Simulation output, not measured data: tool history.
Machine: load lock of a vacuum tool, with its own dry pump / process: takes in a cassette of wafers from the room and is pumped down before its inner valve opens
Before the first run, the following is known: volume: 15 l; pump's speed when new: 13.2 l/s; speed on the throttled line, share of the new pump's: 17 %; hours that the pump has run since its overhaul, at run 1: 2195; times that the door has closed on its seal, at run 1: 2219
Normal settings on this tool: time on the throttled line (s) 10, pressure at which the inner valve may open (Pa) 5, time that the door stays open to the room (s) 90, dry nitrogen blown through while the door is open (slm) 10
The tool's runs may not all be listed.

run	hour	time on the throttled line (s)	pressure at which the inner valve may open (Pa)	time that the door stays open to the room (s)	dry nitrogen blown through while the door is open (slm)	hours that the pump has run since its overhaul	times that the door has closed on its seal	incoming humidity of the room's air, %	time from the closed door until the inner valve may open (s)	rise of the pressure with all valves shut (Pa/min)
1	0.0	10	5	90	10	2195	2219	46.1	20.5	0.065
2	83.8	10	5	88	10	2279	2610	41.8	20.1	0.063
3	181.0	10	5	88	10	2376	3063	48.6	20.3	0.067
4	262.1	10	5	28	10	2457	3441	43.2	20.5	0.035
5	329.6	10	10	90	10	2524	3756	42.1	19.7	0.068
6	455.4	10	10	90	10	2650	4343	44.4	19.2	0.066
7	547.0	10	5	90	10	2742	4770	46.5	20.3	0.067
8	652.1	10	5	90	10	2847	5260	46.2	20.2	0.068
9	781.1	10	5	90	10	2976	5862	48.0	20.5	0.071
10	908.9	10	5	90	10	3104	6458	43.9	20.7	0.066
11	1036.3	10	5	51	10	3231	7052	44.6	20.6	0.049
12	1132.3	10	5	51	10	3327	7500	46.0	20.9	0.054
13	1190.6	10	5	51	10	3385	7771	45.8	20.8	0.053
14	1277.2	10	5	90	10	3472	8175	43.7	20.6	0.069
15	1359.7	10	5	90	10	3554	8560	46.6	20.8	0.075
16	1465.8	10	5	90	10	3661	9055	46.5	20.7	0.081
17	1590.9	10	5	90	10	3786	9638	45.2	21.1	0.076
18	1652.3	10	5	90	10	3847	9925	43.9	21.0	0.074
19	1722.3	10	6	90	10	3917	10251	45.5	20.5	0.076
20	1800.5	10	6	90	10	3995	10616	47.8	20.6	0.082
21	1882.7	10	6	90	10	4077	10999	39.4	20.9	0.066
22	1973.2	10	6	90	10	4168	11421	43.2	20.7	0.069
23	2058.7	8	6	90	10	4253	11820	48.2	19.0	0.075
24	2161.3	10	5	55	10	4356	12299	44.5	21.0	0.062
25	2232.3	10	5	55	10	4427	12630	46.0	21.2	0.059
26	2358.7	5	5	55	10	4554	13220	46.6	16.7	0.059
27	2454.9	10	5	47	10	4650	13668	44.9	21.2	0.059
28	2553.3	11	5	32	9	4748	14127	47.8	22.5	0.044
29	2628.4	11	5	32	9	4823	14477	43.6	22.0	0.047
30	2718.2	11	5	32	9	4913	14896	44.8	22.1	0.057
31	2818.9	11	5	32	9	5014	15366	40.6	22.1	0.052
32	2876.4	11	8	32	9	5071	15634	43.9	21.0	0.052
33	2958.6	11	5	55	9	5153	16017	44.1	22.2	0.066
34	3040.7	11	5	55	9	5235	16400	46.3	21.9	0.069
35	3130.9	7	5	133	6	5326	16821	41.9	19.0	0.105
36	3243.5	5	5	133	6	5438	17346	50.5	17.3	0.123
37	3336.3	7	5	90	25	5531	17778	47.2	19.3	0.060
38	3398.3	10	5	29	25	5593	18068	45.6	21.6	0.043

Selected run-to-run steps in time from the closed door until the inner valve may open (s), each split into two signed amounts: the part the tool would show with no hidden state at all (from settings, incoming material and random variation), and the remainder, which goes to the hidden state together with any gauge scatter not common to the measured and the hidden-state-free results:
What the log doesn't record here: pump's speed, % of a new pump's; leak at the door's seal, Pa l/s; drift of the gauge itself on ready_s, %; drift of the gauge itself on rise_pa_min, %.
Run 1 -> 2: time that the door stays open to the room (s) 90 -> 88. time from the closed door until the inner valve may open (s) -0.4: hidden state +0.1, all else -0.5.
Run 6 -> 7: pressure at which the inner valve may open (Pa) 10 -> 5. time from the closed door until the inner valve may open (s) +1.1: hidden state +0.1, all else +1.0.
Run 8 -> 9: no setting changed, nothing entered. time from the closed door until the inner valve may open (s) +0.3: hidden state +0.1, all else +0.2.
Run 25 -> 26: time on the throttled line (s) 10 -> 5. time from the closed door until the inner valve may open (s) -4.5: hidden state +0.1, all else -4.6.
Run 26 -> 27: time on the throttled line (s) 5 -> 10, time that the door stays open to the room (s) 55 -> 47. time from the closed door until the inner valve may open (s) +4.5: hidden state -0.1, all else +4.6.
Run 34 -> 35: time on the throttled line (s) 11 -> 7, time that the door stays open to the room (s) 55 -> 133, dry nitrogen blown through while the door is open (slm) 9 -> 6. time from the closed door until the inner valve may open (s) -2.9: hidden state +0.1, all else -3.0.

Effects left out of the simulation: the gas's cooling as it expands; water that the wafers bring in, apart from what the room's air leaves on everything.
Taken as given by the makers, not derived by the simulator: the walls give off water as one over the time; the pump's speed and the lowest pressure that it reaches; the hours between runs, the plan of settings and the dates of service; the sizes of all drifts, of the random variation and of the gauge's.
